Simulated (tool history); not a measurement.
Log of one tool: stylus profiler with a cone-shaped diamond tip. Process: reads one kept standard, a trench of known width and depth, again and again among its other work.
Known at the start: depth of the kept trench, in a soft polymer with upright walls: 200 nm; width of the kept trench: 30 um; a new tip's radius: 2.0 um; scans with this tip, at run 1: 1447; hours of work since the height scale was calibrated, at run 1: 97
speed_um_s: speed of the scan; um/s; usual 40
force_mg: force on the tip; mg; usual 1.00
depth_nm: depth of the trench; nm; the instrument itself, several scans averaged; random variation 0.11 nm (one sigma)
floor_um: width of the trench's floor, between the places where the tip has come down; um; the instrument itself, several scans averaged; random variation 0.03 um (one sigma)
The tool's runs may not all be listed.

run	day	speed_um_s	force_mg	scans with this tip	hours of work since the height scale was calibrated	depth_nm	floor_um
1	0.000	40	1.00	1447	97	201.79	28.09
2	0.258	40	1.00	1508	102	201.92	28.04
3	0.762	40	1.00	1629	110	202.02	28.11
4	1.171	40	1.00	1727	116	201.89	28.07
5	1.446	40	1.00	1794	121	201.89	28.04
6	2.062	40	1.00	1942	131	201.91	28.00
7	2.512	40	1.38	2050	138	202.25	28.06
8	2.846	40	1.00	2130	143	201.89	28.03
9	3.417	40	1.00	2267	153	202.03	28.09
10	3.946	40	1.95	2393	161	202.85	28.05
11	4.546	15	1.00	2537	171	202.01	28.10
12	5.000	40	1.00	2646	178	201.75	28.04
13	5.492	40	1.00	2764	186	201.78	28.05
14	5.833	153	1.00	2847	192	202.00	27.71
15	6.250	153	1.00	2947	198	202.09	27.68
16	6.846	153	1.00	3090	208	202.05	27.73
17	7.342	153	1.00	3208	216	202.20	27.77
18	7.825	153	1.00	3325	224	201.90	27.63
19	8.404	153	1.00	3463	233	202.12	27.71
20	8.971	153	1.00	3600	242	202.12	27.68
21	9.388	153	0.39	3699	249	201.27	27.45
22	9.908	36	2.62	3825	257	203.92	28.05
23	10.342	36	2.62	3928	264	203.47	28.04
24	10.879	154	0.45	4057	273	201.15	27.47
25	11.371	76	1.05	4175	281	202.25	27.86
26	11.775	74	2.99	4272	288	203.95	27.99
27	12.304	15	0.46	4400	296	201.39	28.03
28	12.788	98	1.67	4515	304	202.63	27.84
29	13.262	66	1.50	4630	312	202.57	27.95
30	13.633	66	1.50	4718	318	202.96	27.97
31	14.133	66	1.50	4838	326	202.61	27.92
32	14.458	10	1.71	4916	331	202.95	27.99
33	14.796	91	1.00	4997	336	202.29	27.81
34	15.267	47	1.06	5110	344	202.07	27.90
35	15.629	47	0.83	5197	350	201.99	27.92
36	16.054	46	2.03	5299	357	203.11	27.95
37	16.662	22	0.48	5445	366	201.48	27.98
38	16.992	19	1.85	5524	372	203.13	27.95

Some steps in depth_nm between neighbouring runs. How much of each would the tool show without its hidden state too (settings, what came in, random variation), and how much is left for the hidden state, with any gauge scatter that isn't in both results?
The hidden state here: radius of the tip, um; height scale over the true one, %; drift of the gauge itself on depth_nm, %; drift of the gauge itself on floor_um, %.
Run 2 -> 3: no setting changed, nothing entered. depth_nm +0.10 nm: hidden state +0.01, all else +0.09.
Run 3 -> 4: no setting changed, nothing entered. depth_nm -0.13 nm: hidden state +0.01, all else -0.14.
Run 5 -> 6: no setting changed, nothing entered. depth_nm +0.02 nm: hidden state +0.01, all else +0.01.
Run 21 -> 22: speed_um_s 153 -> 36, force_mg 0.39 -> 2.62. depth_nm +2.65 nm: hidden state +0.01, all else +2.64.
Run 23 -> 24: speed_um_s 36 -> 154, force_mg 2.62 -> 0.45. depth_nm -2.32 nm: hidden state +0.01, all else -2.33.
Run 26 -> 27: speed_um_s 74 -> 15, force_mg 2.99 -> 0.46. depth_nm -2.56 nm: hidden state +0.01, all else -2.57.

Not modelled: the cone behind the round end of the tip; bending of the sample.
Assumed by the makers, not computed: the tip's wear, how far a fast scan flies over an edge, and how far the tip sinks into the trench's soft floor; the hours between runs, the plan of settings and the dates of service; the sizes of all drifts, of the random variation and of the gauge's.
